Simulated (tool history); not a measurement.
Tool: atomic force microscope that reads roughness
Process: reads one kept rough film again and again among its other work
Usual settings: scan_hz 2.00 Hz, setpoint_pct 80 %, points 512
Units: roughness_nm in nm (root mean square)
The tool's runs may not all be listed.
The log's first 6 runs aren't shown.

run 7 day=12.304 | scan_hz=2.00 setpoint_pct=80 points=512 | roughness_nm=1.356
run 8 day=15.092 | scan_hz=2.00 setpoint_pct=80 points=512 | roughness_nm=1.335
run 9 day=16.304 | scan_hz=2.00 setpoint_pct=59 points=512 | roughness_nm=1.383
-- day=17.025 new tip fitted
run 10 day=17.804 | scan_hz=2.00 setpoint_pct=59 points=512 | roughness_nm=1.410
run 11 day=19.425 | scan_hz=2.00 setpoint_pct=59 points=512 | roughness_nm=1.403
run 12 day=21.446 | scan_hz=0.81 setpoint_pct=80 points=512 | roughness_nm=1.379
run 13 day=23.712 | scan_hz=0.81 setpoint_pct=64 points=512 | roughness_nm=1.379
-- day=23.912 height scale calibrated on a step standard
-- day=24.579 new tip fitted
run 14 day=25.675 | scan_hz=0.81 setpoint_pct=64 points=512 | roughness_nm=1.408
run 15 day=28.046 | scan_hz=2.00 setpoint_pct=80 points=512 | roughness_nm=1.321
run 16 day=30.562 | scan_hz=1.82 setpoint_pct=65 points=518 | roughness_nm=1.365
-- day=32.029 new tip fitted
run 17 day=33.138 | scan_hz=3.08 setpoint_pct=64 points=310 | roughness_nm=1.358
run 18 day=34.375 | scan_hz=3.08 setpoint_pct=58 points=310 | roughness_nm=1.371
-- day=35.062 height scale calibrated on a step standard, once more
run 19 day=37.088 | scan_hz=0.57 setpoint_pct=89 points=370 | roughness_nm=1.395
run 20 day=39.150 | scan_hz=0.57 setpoint_pct=89 points=370 | roughness_nm=1.379
-- day=39.608 new tip fitted
run 21 day=42.142 | scan_hz=3.44 setpoint_pct=76 points=259 | roughness_nm=1.328
run 22 day=43.462 | scan_hz=1.35 setpoint_pct=70 points=481 | roughness_nm=1.399
run 23 day=45.758 | scan_hz=1.35 setpoint_pct=70 points=481 | roughness_nm=1.392
-- day=47.071 new tip fitted
run 24 day=48.075 | scan_hz=0.55 setpoint_pct=56 points=512 | roughness_nm=1.445
run 25 day=50.038 | scan_hz=0.66 setpoint_pct=56 points=512 | roughness_nm=1.446
run 26 day=51.242 | scan_hz=0.66 setpoint_pct=56 points=512 | roughness_nm=1.430
run 27 day=52.475 | scan_hz=0.66 setpoint_pct=56 points=512 | roughness_nm=1.412
run 28 day=54.358 | scan_hz=0.66 setpoint_pct=56 points=512 | roughness_nm=1.402
-- day=54.650 new tip fitted
run 29 day=56.888 | scan_hz=0.64 setpoint_pct=75 points=381 | roughness_nm=1.428
run 30 day=58.592 | scan_hz=1.07 setpoint_pct=82 points=547 | roughness_nm=1.385

4 ways to go on from here, each from the tool as it stands after run 30. What would each give?
run A day=60.104 | scan_hz=1.04 setpoint_pct=71 points=653 | roughness_nm=?
run B day=60.104 | scan_hz=1.34 setpoint_pct=63 points=615 | roughness_nm=?
run C day=60.104 | scan_hz=0.76 setpoint_pct=80 points=512 | roughness_nm=?
run D day=60.104 | scan_hz=2.00 setpoint_pct=73 points=512 | roughness_nm=?

run=A roughness_nm=1.396
run=B roughness_nm=1.405
run=C roughness_nm=1.391
run=D roughness_nm=1.372
Without the tool's hidden state the same runs would have given:
run=A roughness_nm=1.431
run=B roughness_nm=1.439
run=C roughness_nm=1.426
run=D roughness_nm=1.406
